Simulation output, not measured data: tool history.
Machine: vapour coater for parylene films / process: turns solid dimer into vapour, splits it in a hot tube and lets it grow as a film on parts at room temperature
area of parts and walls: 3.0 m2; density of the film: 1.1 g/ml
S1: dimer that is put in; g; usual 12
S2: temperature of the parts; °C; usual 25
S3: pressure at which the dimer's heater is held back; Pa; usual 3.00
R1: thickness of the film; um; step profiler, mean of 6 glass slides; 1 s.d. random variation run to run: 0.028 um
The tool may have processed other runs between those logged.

run,hour,S1,S2,S3,R1
1,0.0,12,25,3.00,2.63
2,10.2,12,25,3.00,2.63
3,18.4,12,25,3.00,2.67
4,29.0,12,25,3.00,2.62
5,41.1,12,25,3.00,2.60
6,56.5,12,25,3.00,2.58
7,67.3,12,25,3.00,2.58
8,76.5,10,26,6.69,1.92
# hour 83.5: trap's valve overhauled
9,90.5,12,34,6.99,1.71
10,98.7,12,34,6.99,1.70
11,105.6,11,20,9.14,2.24
12,117.6,12,25,8.76,2.16
13,129.0,7,19,6.69,1.51
# hour 134.3: trap's valve overhauled, once more
14,148.9,7,19,6.69,1.83

Branching from run 14: 5 alternative next runs. What would each branch give?
A,164.7,16,20,3.47,?
B,164.7,5,35,2.27,?
C,164.7,7,22,7.42,?
D,164.7,12,18,3.00,?
E,164.7,7,29,3.82,?

run,R1
A,4.24
B,0.94
C,1.67
D,3.49
E,1.42
Stripped of hidden state, with their random variation kept, the same runs would have yielded:
run,R1
A,4.27
B,0.95
C,1.68
D,3.52
E,1.43
